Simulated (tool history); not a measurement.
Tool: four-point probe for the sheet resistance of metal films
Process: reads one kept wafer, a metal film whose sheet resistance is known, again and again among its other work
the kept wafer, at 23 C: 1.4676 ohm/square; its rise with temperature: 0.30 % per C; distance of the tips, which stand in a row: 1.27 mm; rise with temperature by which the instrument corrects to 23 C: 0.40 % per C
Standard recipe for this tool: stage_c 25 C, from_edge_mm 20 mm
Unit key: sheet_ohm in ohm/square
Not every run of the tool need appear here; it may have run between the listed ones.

run	day	stage_c	from_edge_mm	sheet_ohm
1	0	25	20	1.470858
2	1.192	25	20	1.470951
3	3.425	25	20	1.470535
4	4.529	25	4	1.542352
5	5.688	25	4	1.542843
6	7.454	25	4	1.54298
7	9.638	25	22	1.469833
8	11.796	25	22	1.470365
9	13.2	25	22	1.470847
10	14.254	25	22	1.470491
11	15.617	25	22	1.470337
12	17.633	25	22	1.469931
13	19.629	25	22	1.470118
14	21.062	25	22	1.470585
15	23.1	20	20	1.478779
16	25.075	20	20	1.479136
17	26.092	20	20	1.47941
18	27.125	25	70	1.468249
19	28.875	25	70	1.468408
20	30.333	25	70	1.468457
21	32.779	25	4	1.542681
22	34.75	25	4	1.543612
23	36.1	25	4	1.543607
24	38.204	25	3	1.596303
25	39.296	29	16	1.467055
26	40.288	29	16	1.467151
27	42.062	29	16	1.467649
28	43.542	24	14	1.476619
29	45.854	32	3	1.584842
30	47.904	32	3	1.58495
31	49.95	19	15	1.483299
32	51.388	19	15	1.483588
33	53.233	19	15	1.483441
# day 54.079: stage's thermometer calibrated
34	54.758	31	3	1.588309
35	56.538	31	3	1.588509
36	58.917	20	49	1.478061
37	60.121	24	38	1.472212
38	62.446	20	46	1.478212
39	64.792	20	46	1.47774
40	66.983	23	14	1.479512
41	69.35	27	6	1.501596
42	70.858	27	6	1.501344
43	73.183	27	6	1.50123
44	74.908	29	26	1.465854
45	77.262	29	26	1.465749

For some of the steps in sheet_ohm from one run to the next: how much would appear even if the tool had no hidden state, given the settings, what came in and random variation, and how much remains for the hidden state plus any gauge scatter that the measured result and the result without hidden state don't share?
What the log doesn't record here: inner tips' distance over the nominal, %; tips' flats over new ones', %; wafer's true temperature over the reading, C; drift of the gauge itself on sheet_ohm, %.
Run 24 -> 25: stage_c 25 -> 29, from_edge_mm 3 -> 16. sheet_ohm -0.129248 ohm/square: hidden state -0.000252, all else -0.128996.
Run 28 -> 29: stage_c 24 -> 32, from_edge_mm 14 -> 3. sheet_ohm +0.108223 ohm/square: hidden state +0.000325, all else +0.107898.
Run 33 -> 34: stage_c 19 -> 31, from_edge_mm 15 -> 3, stage's thermometer calibrated. sheet_ohm +0.104868 ohm/square: hidden state +0.001379, all else +0.103489.
Run 35 -> 36: stage_c 31 -> 20, from_edge_mm 3 -> 49. sheet_ohm -0.110448 ohm/square: hidden state -0.000294, all else -0.110154.

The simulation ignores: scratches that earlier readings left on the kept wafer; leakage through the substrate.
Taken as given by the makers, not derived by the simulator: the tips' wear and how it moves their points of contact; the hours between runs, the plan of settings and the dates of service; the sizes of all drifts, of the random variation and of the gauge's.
